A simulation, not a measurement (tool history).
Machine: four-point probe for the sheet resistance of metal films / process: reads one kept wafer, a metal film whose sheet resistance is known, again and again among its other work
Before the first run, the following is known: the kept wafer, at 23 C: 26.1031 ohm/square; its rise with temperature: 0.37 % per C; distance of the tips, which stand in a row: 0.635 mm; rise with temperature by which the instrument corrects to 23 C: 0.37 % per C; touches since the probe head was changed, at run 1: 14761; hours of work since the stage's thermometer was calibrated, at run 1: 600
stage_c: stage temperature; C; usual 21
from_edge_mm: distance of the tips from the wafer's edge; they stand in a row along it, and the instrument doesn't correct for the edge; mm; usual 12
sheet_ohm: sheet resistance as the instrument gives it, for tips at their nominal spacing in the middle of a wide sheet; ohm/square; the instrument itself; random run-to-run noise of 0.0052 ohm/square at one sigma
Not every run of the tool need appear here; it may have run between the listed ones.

| run | hour | stage_c | from_edge_mm | touches since the probe head was changed | hours of work since the stage's thermometer was calibrated | sheet_ohm |
|---|---|---|---|---|---|---|
| 1 | 0 | 21 | 12 | 14761 | 600 | 26.169953 |
| 2 | 21.6 | 21 | 12 | 16092 | 617 | 26.164 |
| 3 | 61.6 | 21 | 12 | 18561 | 648 | 26.146989 |
| 4 | 106.7 | 26 | 12 | 21349 | 682 | 26.139246 |
| 5 | 141 | 24 | 12 | 23463 | 708 | 26.133075 |
|  | 145.2 | stage's thermometer calibrated |
| 6 | 175.2 | 24 | 12 | 25543 | 23 | 26.133571 |
| 7 | 205.3 | 22 | 64 | 27400 | 46 | 26.083331 |
| 8 | 239.5 | 22 | 11 | 29513 | 72 | 26.12622 |

Predict the results of run 9:
| 9 | 268.3 | 30 | 14 | 31288 | 94 | ? |

Run 9 measured sheet_ohm 26.088184 ohm/square.
The same run, on a tool lacking any hidden state, would have yielded sheet_ohm 26.121077 ohm/square.
